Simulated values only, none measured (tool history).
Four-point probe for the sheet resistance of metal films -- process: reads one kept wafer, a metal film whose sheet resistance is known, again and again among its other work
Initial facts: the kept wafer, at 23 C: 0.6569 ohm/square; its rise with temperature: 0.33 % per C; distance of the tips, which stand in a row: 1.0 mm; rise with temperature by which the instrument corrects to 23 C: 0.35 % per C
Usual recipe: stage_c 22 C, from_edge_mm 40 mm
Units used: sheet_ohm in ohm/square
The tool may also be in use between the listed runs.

Run 1, hour 0.0: usual settings. Result: sheet_ohm 0.657208 ohm/square.
Run 2, hour 39.3: usual settings. Result: sheet_ohm 0.657240 ohm/square.
Run 3, hour 57.9: usual settings. Result: sheet_ohm 0.657309 ohm/square.
Run 4, hour 99.3: usual settings but stage_c 34 C. Result: sheet_ohm 0.655988 ohm/square.
Run 5, hour 134.8: usual settings but stage_c 34 C. Result: sheet_ohm 0.656104 ohm/square.
Run 6, hour 174.6: usual settings but stage_c 34 C. Result: sheet_ohm 0.656152 ohm/square.
Run 7, hour 212.4: usual settings but stage_c 34 C. Result: sheet_ohm 0.655947 ohm/square.
Run 8, hour 252.2: usual settings. Result: sheet_ohm 0.657186 ohm/square.
Run 9, hour 285.0: usual settings. Result: sheet_ohm 0.657393 ohm/square.
Run 10, hour 324.9: usual settings. Result: sheet_ohm 0.657273 ohm/square.
Run 11, hour 353.3: usual settings. Result: sheet_ohm 0.657136 ohm/square.
Run 12, hour 391.7: usual settings. Result: sheet_ohm 0.657261 ohm/square.
Run 13, hour 434.1: usual settings. Result: sheet_ohm 0.657199 ohm/square.
Run 14, hour 463.4: usual settings. Result: sheet_ohm 0.657130 ohm/square.
Run 15, hour 496.5: usual settings. Result: sheet_ohm 0.657450 ohm/square.
Run 16, hour 533.9: usual settings. Result: sheet_ohm 0.657362 ohm/square.
Run 17, hour 553.9: usual settings. Result: sheet_ohm 0.657336 ohm/square.
Run 18, hour 589.3: usual settings. Result: sheet_ohm 0.657489 ohm/square.
Run 19, hour 622.6: usual settings. Result: sheet_ohm 0.657231 ohm/square.

Predict the results of run 20:
Run 20, hour 657.5: usual settings but stage_c 28 C, from_edge_mm 15 mm. Result: sheet_ohm ?.

{"run 20": {"sheet_ohm": 0.658127}}
The same run, on a tool lacking any hidden state, would have yielded sheet_ohm 0.658035 ohm/square.
